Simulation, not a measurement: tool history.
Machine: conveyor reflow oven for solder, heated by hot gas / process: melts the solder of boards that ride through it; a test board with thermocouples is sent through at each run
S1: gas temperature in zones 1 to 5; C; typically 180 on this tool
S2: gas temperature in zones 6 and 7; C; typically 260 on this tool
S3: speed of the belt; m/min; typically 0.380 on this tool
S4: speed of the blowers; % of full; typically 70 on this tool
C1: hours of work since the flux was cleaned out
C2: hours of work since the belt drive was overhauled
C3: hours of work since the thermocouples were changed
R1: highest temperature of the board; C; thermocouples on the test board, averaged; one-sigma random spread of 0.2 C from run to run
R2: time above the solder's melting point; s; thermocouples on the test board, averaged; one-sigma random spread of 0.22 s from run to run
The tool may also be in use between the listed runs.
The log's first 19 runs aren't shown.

run,hour,S1,S2,S3,S4,C1,C2,C3,R1,R2
20,122.8,193,254,0.338,59,107,107,345,249.0,123.8
21,126.7,180,270,0.380,54,109,109,347,260.1,108.7
22,130.4,189,260,0.380,70,111,111,349,254.1,110.7
23,135.9,177,269,0.312,57,114,114,352,263.2,135.9
24,139.7,183,260,0.439,62,117,117,355,249.3,86.0
25,147.6,183,260,0.371,62,121,121,359,252.6,107.9
26,151.7,183,264,0.348,77,124,124,362,259.3,122.3
27,159.4,184,260,0.415,70,128,128,366,252.0,95.2
28,164.8,170,269,0.325,79,132,132,370,265.0,129.4
29,170.6,185,269,0.372,52,135,135,373,259.6,114.4
30,174.4,185,269,0.372,52,137,137,375,259.6,113.7

Consider 3 possible next runs. They are alternatives, not a sequence: every one starts from the tool as it was left by run 30. What does each give?
A,178.1,180,260,0.404,58,139,139,377,?,?
B,178.1,180,252,0.380,70,139,139,377,?,?
C,178.1,166,269,0.387,76,139,139,377,?,?

run,R1,R2
A,249.6,92.5
B,245.7,96.9
C,261.7,102.1
With the hidden condition removed and each run's random variation left untouched, the same runs would have given:
run,R1,R2
A,249.7,92.6
B,245.7,97.0
C,261.7,102.2

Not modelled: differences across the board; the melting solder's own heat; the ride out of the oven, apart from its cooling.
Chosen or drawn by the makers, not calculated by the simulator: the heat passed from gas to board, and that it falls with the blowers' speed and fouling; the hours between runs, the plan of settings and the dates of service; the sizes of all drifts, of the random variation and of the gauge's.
